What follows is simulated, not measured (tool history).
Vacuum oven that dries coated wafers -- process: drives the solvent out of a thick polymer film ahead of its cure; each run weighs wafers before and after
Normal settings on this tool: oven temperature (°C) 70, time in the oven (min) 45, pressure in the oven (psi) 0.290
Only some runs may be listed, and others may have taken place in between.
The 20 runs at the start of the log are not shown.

run	hour	oven temperature (°C)	time in the oven (min)	pressure in the oven (psi)	hours of work since the thermocouples were calibrated	hours of work since the vacuum gauge was cleaned of residue	solvent left in the film (%)
21	213.5	70	45	0.290	844	296	3.15
22	224.1	70	45	0.290	850	303	2.90
23	235.4	70	45	0.290	857	309	3.05
24	247.2	81	55	1.014	864	317	5.06
25	253.2	62	55	0.534	868	320	6.86
26	263.4	57	46	0.290	874	326	6.80
27	271.4	61	45	0.586	879	331	8.42
28	279.5	61	45	0.586	884	336	8.32

For run 29, what comes out?
29	286.1	61	45	0.586	888	340	?

solvent left in the film (%): 8.36
Without the tool's hidden state the same run would have given solvent left in the film (%) 8.76.
